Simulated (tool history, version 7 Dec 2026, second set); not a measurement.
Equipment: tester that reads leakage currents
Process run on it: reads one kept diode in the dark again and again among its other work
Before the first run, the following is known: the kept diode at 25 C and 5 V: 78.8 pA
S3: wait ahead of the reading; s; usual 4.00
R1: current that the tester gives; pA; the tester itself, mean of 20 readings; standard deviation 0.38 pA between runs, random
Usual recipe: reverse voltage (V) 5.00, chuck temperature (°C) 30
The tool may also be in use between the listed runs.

{"run": 1, "day": 0.0, "reverse voltage (V)": 5.0, "chuck temperature (°C)": 30, "S3": 4.0, "R1": 133.39}
{"run": 2, "day": 1.083, "reverse voltage (V)": 5.0, "chuck temperature (°C)": 30, "S3": 1.37, "R1": 133.46}
{"run": 3, "day": 2.512, "reverse voltage (V)": 5.0, "chuck temperature (°C)": 30, "S3": 4.0, "R1": 134.18}
{"run": 4, "day": 3.304, "reverse voltage (V)": 5.0, "chuck temperature (°C)": 30, "S3": 4.0, "R1": 133.62}
{"run": 5, "day": 4.333, "reverse voltage (V)": 5.0, "chuck temperature (°C)": 30, "S3": 4.0, "R1": 134.39}
{"run": 6, "day": 5.267, "reverse voltage (V)": 5.0, "chuck temperature (°C)": 30, "S3": 4.0, "R1": 134.37}
{"run": 7, "day": 5.958, "reverse voltage (V)": 5.0, "chuck temperature (°C)": 30, "S3": 4.0, "R1": 134.69}
{"run": 8, "day": 6.808, "reverse voltage (V)": 5.0, "chuck temperature (°C)": 30, "S3": 4.0, "R1": 134.92}
{"run": 9, "day": 7.904, "reverse voltage (V)": 5.0, "chuck temperature (°C)": 30, "S3": 4.0, "R1": 135.16}
{"run": 10, "day": 9.279, "reverse voltage (V)": 5.0, "chuck temperature (°C)": 40, "S3": 4.0, "R1": 311.47}
{"run": 11, "day": 10.029, "reverse voltage (V)": 5.0, "chuck temperature (°C)": 51, "S3": 4.0, "R1": 741.95}
{"run": 12, "day": 11.0, "reverse voltage (V)": 5.0, "chuck temperature (°C)": 51, "S3": 4.0, "R1": 743.21}
{"run": 13, "day": 11.646, "reverse voltage (V)": 5.0, "chuck temperature (°C)": 51, "S3": 4.0, "R1": 740.94}
{"run": 14, "day": 12.883, "reverse voltage (V)": 5.0, "chuck temperature (°C)": 51, "S3": 4.0, "R1": 749.83}
{"run": 15, "day": 13.783, "reverse voltage (V)": 5.0, "chuck temperature (°C)": 36, "S3": 4.0, "R1": 224.6}
{"run": 16, "day": 14.408, "reverse voltage (V)": 5.0, "chuck temperature (°C)": 30, "S3": 4.0, "R1": 137.44}
{"run": 17, "day": 15.608, "reverse voltage (V)": 5.0, "chuck temperature (°C)": 30, "S3": 4.0, "R1": 137.45}
{"run": 18, "day": 16.55, "reverse voltage (V)": 5.0, "chuck temperature (°C)": 30, "S3": 0.53, "R1": 138.93}
{"run": 19, "day": 17.983, "reverse voltage (V)": 5.0, "chuck temperature (°C)": 57, "S3": 4.0, "R1": 1185.65}
{"run": 20, "day": 19.221, "reverse voltage (V)": 19.54, "chuck temperature (°C)": 57, "S3": 4.0, "R1": 2400.33}
{"day": 19.446, "done": "probe card cleaned and baked"}
{"run": 21, "day": 20.271, "reverse voltage (V)": 2.5, "chuck temperature (°C)": 47, "S3": 7.92, "R1": 386.61}
{"run": 22, "day": 21.271, "reverse voltage (V)": 2.5, "chuck temperature (°C)": 47, "S3": 7.92, "R1": 389.37}
{"run": 23, "day": 22.308, "reverse voltage (V)": 4.49, "chuck temperature (°C)": 49, "S3": 7.83, "R1": 618.29}
{"run": 24, "day": 23.571, "reverse voltage (V)": 4.49, "chuck temperature (°C)": 49, "S3": 7.83, "R1": 622.91}
{"run": 25, "day": 24.808, "reverse voltage (V)": 1.26, "chuck temperature (°C)": 25, "S3": 3.47, "R1": 44.53}
{"run": 26, "day": 25.804, "reverse voltage (V)": 4.16, "chuck temperature (°C)": 25, "S3": 1.53, "R1": 85.74}
{"run": 27, "day": 26.883, "reverse voltage (V)": 3.66, "chuck temperature (°C)": 25, "S3": 3.03, "R1": 80.25}
{"run": 28, "day": 27.612, "reverse voltage (V)": 1.13, "chuck temperature (°C)": 22, "S3": 2.96, "R1": 32.67}
{"day": 28.221, "done": "probe card cleaned and baked, once more"}
{"run": 29, "day": 29.158, "reverse voltage (V)": 1.17, "chuck temperature (°C)": 22, "S3": 2.96, "R1": 30.57}
{"run": 30, "day": 30.438, "reverse voltage (V)": 1.22, "chuck temperature (°C)": 22, "S3": 2.39, "R1": 31.48}

For run 31, what comes out?
{"day": 31.871, "done": "chuck's temperature calibrated"}
{"run": 31, "day": 31.871, "reverse voltage (V)": 19.42, "chuck temperature (°C)": 55, "S3": 4.0, "R1": "?"}

R1: 1924.16 pA
On a tool with no hidden condition, and with the same random variation, this run would have come out at R1 1947.63 pA.
